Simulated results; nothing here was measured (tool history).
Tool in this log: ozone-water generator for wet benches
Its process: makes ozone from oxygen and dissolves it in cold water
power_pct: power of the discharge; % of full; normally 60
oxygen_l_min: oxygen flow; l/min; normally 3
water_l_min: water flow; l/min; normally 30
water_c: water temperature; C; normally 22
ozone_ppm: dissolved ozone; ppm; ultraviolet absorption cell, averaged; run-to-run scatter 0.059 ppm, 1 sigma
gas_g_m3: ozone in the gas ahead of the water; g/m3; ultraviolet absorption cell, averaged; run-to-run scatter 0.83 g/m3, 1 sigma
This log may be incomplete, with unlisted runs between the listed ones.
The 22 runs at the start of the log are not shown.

run	hour	power_pct	oxygen_l_min	water_l_min	water_c	hours of work since the electrodes were changed	hours of work since the contactor was cleaned	hours of work since the thermometer was calibrated	ozone_ppm	gas_g_m3
23	616.7	60	1.57	30	20	542	1750	3654	6.58	189.2
24	634	60	1.57	30	20	555	1763	3667	6.54	189.1
25	668.5	81	3.14	30	20	581	1789	3693	9.44	157.4
26	709	55	3.14	30	20	611	1819	3723	7.32	120.5
27	736.9	58	3	30	22	632	1840	3744	7.44	128.9
28	754.9	58	3	30	22	646	1854	3758	7.31	127.3
29	773.7	60	1.57	30	26	660	1868	3772	6.39	188.3
30	814.1	60	1.57	30	26	690	1898	3802	6.22	190.2
31	840.3	60	1.57	30	26	710	1918	3822	6.37	190.3
32	867.7	88	3	30	22	730	1939	3842	9.67	173

Consider 3 possible next runs. They are alternatives, not a sequence: every one starts from the tool as it was left by run 32. What does each give?
A	891.7	96	2.29	30	22	748	1957	3860	?	?
B	891.7	89	3	30	22	748	1957	3860	?	?
C	891.7	96	3	21	16	748	1957	3860	?	?

run	ozone_ppm	gas_g_m3
A	9.81	211.3
B	9.87	174.5
C	14.87	180.9
With no hidden state in the tool, these same runs would have given:
run	ozone_ppm	gas_g_m3
A	9.81	211.4
B	9.88	174.5
C	14.87	181
